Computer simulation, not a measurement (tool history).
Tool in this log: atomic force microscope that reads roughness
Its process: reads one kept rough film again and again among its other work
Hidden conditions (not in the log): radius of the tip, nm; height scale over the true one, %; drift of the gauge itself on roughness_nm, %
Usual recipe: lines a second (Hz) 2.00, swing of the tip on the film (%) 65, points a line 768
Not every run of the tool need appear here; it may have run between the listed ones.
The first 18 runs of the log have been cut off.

run   hour  lines a second (Hz)  swing of the tip on the film (%)  points a line  pictures with this tip  hours of work since the height scale was calibrated  roughness of the kept film (nm (root mean square))
 19  424.3                 3.84                                65            768                     218                                                 1003                                               3.548
     451.8  -- new tip fitted
 20  457.8                 2.00                                77            768                      10                                                 1024                                               4.295
 21  477.6                 2.00                                77            768                      45                                                 1037                                               4.157
 22  508.9                 1.97                                79            742                     101                                                 1058                                               3.945
 23  527.3                 1.97                                79            742                     134                                                 1070                                               3.829
 24  553.8                 1.74                                66            998                     181                                                 1087                                               3.978
 25  579.9                 1.74                                66            998                     228                                                 1104                                               3.844
 26  596.2                 0.76                                81            624                     256                                                 1115                                               3.763
     602.2  -- new tip fitted
 27  620.2                 3.96                                81            683                      32                                                 1130                                               3.516
 28  640.9                 3.96                                81            651                      69                                                 1144                                               3.412
 29  655.0                 3.96                                81            651                      94                                                 1153                                               3.331
 30  680.1                 3.50                                67            768                     139                                                 1170                                               3.836
 31  708.1                 0.57                                67            445                     189                                                 1188                                               4.138
 32  741.2                 0.51                                58            980                     248                                                 1210                                               4.021
     752.3  -- new tip fitted
 33  762.4                 1.15                                67            736                      18                                                 1223                                               4.718
 34  786.4                 1.99                                65            768                      60                                                 1239                                               4.448
 35  812.5                 2.08                                72            957                     107                                                 1256                                               4.043
 36  827.5                 0.68                                65            293                     134                                                 1266                                               4.343
 37  845.7                 0.68                                65            293                     166                                                 1278                                               4.211
     848.4  -- height scale calibrated on a step standard
 38  860.8                 0.68                                65            293                     191                                                    8                                               4.015
 39  876.6                 2.54                                69            576                     219                                                   19                                               3.618
     904.2  -- new tip fitted
 40  907.7                 2.54                                69            576                       7                                                   39                                               4.379
 41  936.6                 2.54                                69            576                      58                                                   57                                               4.135

Alternative continuations, all from the tool just after run 41; predict every row:
  A  960.9                 2.54                                69            681                     101                                                   73                                                   ?
  B  960.9                 0.50                                83            288                     101                                                   73                                                   ?
  C  960.9                 2.54                                69           1000                     101                                                   73                                                   ?

run  roughness of the kept film (nm (root mean square))
  A                                               3.978
  B                                               4.265
  C                                               3.975
The same runs, with their run-to-run variation unchanged, on a tool lacking any hidden condition would have given:
run  roughness of the kept film (nm (root mean square))
  A                                               4.367
  B                                               4.681
  C                                               4.364
